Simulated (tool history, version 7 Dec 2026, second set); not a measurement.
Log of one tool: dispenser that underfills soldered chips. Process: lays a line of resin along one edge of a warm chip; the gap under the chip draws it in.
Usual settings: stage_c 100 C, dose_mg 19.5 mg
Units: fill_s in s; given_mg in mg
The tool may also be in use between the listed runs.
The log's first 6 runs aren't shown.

run   hour  stage_c  dose_mg  hours of work since the syringe was changed  hours of work since the valve was cleaned  hours of work since the stage was calibrated  fill_s  given_mg
  7   32.9      100     20.7                                            2                                          8                                           234   155.8     20.69
  8   36.8      100     19.5                                            5                                         11                                           237   181.4     19.47
  9   40.5      113     19.5                                            8                                         13                                           240   129.7     19.46
      42.1  -- new syringe of resin
 10   44.8      113     19.5                                            2                                         16                                           243    90.9     19.29
 11   49.3      100     19.5                                            5                                         19                                           246     180     19.42
      54.4  -- new syringe of resin
 12   54.6      100     19.5                                            0                                         23                                           249   129.8     19.33
 13   58.4      100     19.5                                            3                                         25                                           252   156.4     19.05
 14   64.7      100     22.5                                            7                                         30                                           257   208.1     22.03
        67  -- new syringe of resin
 15   68.4      100       24                                            1                                         32                                           259   138.7      23.5
 16   73.5      100       24                                            5                                         36                                           263   175.1     23.32
      79.4  -- new syringe of resin
 17   80.8       86       24                                            1                                         41                                           267   239.8     23.28
 18   87.5       86       24                                            6                                         46                                           272   322.2     23.26
 19   91.1      112     21.1                                            8                                         48                                           275   141.4     20.29
      91.8  -- new syringe of resin
 20   96.5      112     21.1                                            3                                         52                                           278   102.5     20.43
 21  101.1      106     23.4                                            7                                         55                                           282   155.7     22.38
     104.3  -- new syringe of resin
 22  107.9      113       18                                            3                                         60                                           286    98.9     17.34

The next listed run, before its measurement:
 23  114.1      107     20.6                                            7                                         64                                           291       ?         ?

{"run 23": {"fill_s": 155.3, "given_mg": 19.59}}
Without the tool's hidden state the same run would have given fill_s 92.8 s, given_mg 20.6 mg.
